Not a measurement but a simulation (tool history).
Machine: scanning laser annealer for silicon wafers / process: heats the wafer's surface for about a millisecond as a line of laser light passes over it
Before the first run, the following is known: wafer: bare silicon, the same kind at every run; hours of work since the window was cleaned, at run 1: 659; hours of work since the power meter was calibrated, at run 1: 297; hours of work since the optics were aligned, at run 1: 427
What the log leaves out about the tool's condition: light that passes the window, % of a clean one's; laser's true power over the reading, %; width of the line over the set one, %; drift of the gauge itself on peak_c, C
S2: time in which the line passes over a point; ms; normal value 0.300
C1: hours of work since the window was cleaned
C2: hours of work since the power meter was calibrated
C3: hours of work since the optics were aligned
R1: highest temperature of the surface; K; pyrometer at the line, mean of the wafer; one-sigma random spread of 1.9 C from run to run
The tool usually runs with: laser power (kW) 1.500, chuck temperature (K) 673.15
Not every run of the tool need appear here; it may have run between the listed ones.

{"run": 1, "hour": 0.0, "laser power (kW)": 1.5, "S2": 0.3, "chuck temperature (K)": 673.15, "C1": 659, "C2": 297, "C3": 427, "R1": 1442.15}
{"run": 2, "hour": 24.5, "laser power (kW)": 1.442, "S2": 0.3, "chuck temperature (K)": 673.15, "C1": 673, "C2": 311, "C3": 440, "R1": 1408.15}
{"run": 3, "hour": 56.0, "laser power (kW)": 1.5, "S2": 0.338, "chuck temperature (K)": 673.15, "C1": 690, "C2": 328, "C3": 457, "R1": 1483.15}
{"run": 4, "hour": 78.9, "laser power (kW)": 1.5, "S2": 0.216, "chuck temperature (K)": 673.15, "C1": 703, "C2": 341, "C3": 470, "R1": 1329.15}
{"run": 5, "hour": 109.9, "laser power (kW)": 1.5, "S2": 0.3, "chuck temperature (K)": 673.15, "C1": 720, "C2": 358, "C3": 487, "R1": 1439.15}
{"run": 6, "hour": 130.7, "laser power (kW)": 1.5, "S2": 0.3, "chuck temperature (K)": 673.15, "C1": 731, "C2": 369, "C3": 499, "R1": 1438.15}
{"run": 7, "hour": 159.7, "laser power (kW)": 1.286, "S2": 0.334, "chuck temperature (K)": 662.15, "C1": 747, "C2": 385, "C3": 515, "R1": 1342.15}
{"run": 8, "hour": 174.1, "laser power (kW)": 1.286, "S2": 0.334, "chuck temperature (K)": 704.15, "C1": 755, "C2": 393, "C3": 523, "R1": 1385.15}
{"run": 9, "hour": 194.3, "laser power (kW)": 1.57, "S2": 0.215, "chuck temperature (K)": 677.15, "C1": 766, "C2": 404, "C3": 534, "R1": 1363.15}
{"run": 10, "hour": 209.9, "laser power (kW)": 1.57, "S2": 0.215, "chuck temperature (K)": 677.15, "C1": 775, "C2": 413, "C3": 542, "R1": 1362.15}
{"run": 11, "hour": 243.5, "laser power (kW)": 1.5, "S2": 0.3, "chuck temperature (K)": 654.15, "C1": 793, "C2": 431, "C3": 561, "R1": 1419.15}
{"run": 12, "hour": 258.6, "laser power (kW)": 1.515, "S2": 0.246, "chuck temperature (K)": 653.15, "C1": 802, "C2": 440, "C3": 569, "R1": 1354.15}

Predict each of these 4 candidate next runs independently; none follows another, all start after run 12:
{"run": "A", "hour": 289.7, "laser power (kW)": 1.515, "S2": 0.315, "chuck temperature (K)": 681.15, "C1": 819, "C2": 457, "C3": 586, "R1": "?"}
{"run": "B", "hour": 289.7, "laser power (kW)": 1.512, "S2": 0.247, "chuck temperature (K)": 647.15, "C1": 819, "C2": 457, "C3": 586, "R1": "?"}
{"run": "C", "hour": 289.7, "laser power (kW)": 1.462, "S2": 0.3, "chuck temperature (K)": 673.15, "C1": 819, "C2": 457, "C3": 586, "R1": "?"}
{"run": "D", "hour": 289.7, "laser power (kW)": 1.568, "S2": 0.284, "chuck temperature (K)": 673.15, "C1": 819, "C2": 457, "C3": 586, "R1": "?"}

run=A R1=1467.15
run=B R1=1347.15
run=C R1=1412.15
run=D R1=1449.15
With the hidden condition removed and each run's random variation left untouched, the same runs would have given:
run=A R1=1511.15
run=B R1=1387.15
run=C R1=1454.15
run=D R1=1493.15

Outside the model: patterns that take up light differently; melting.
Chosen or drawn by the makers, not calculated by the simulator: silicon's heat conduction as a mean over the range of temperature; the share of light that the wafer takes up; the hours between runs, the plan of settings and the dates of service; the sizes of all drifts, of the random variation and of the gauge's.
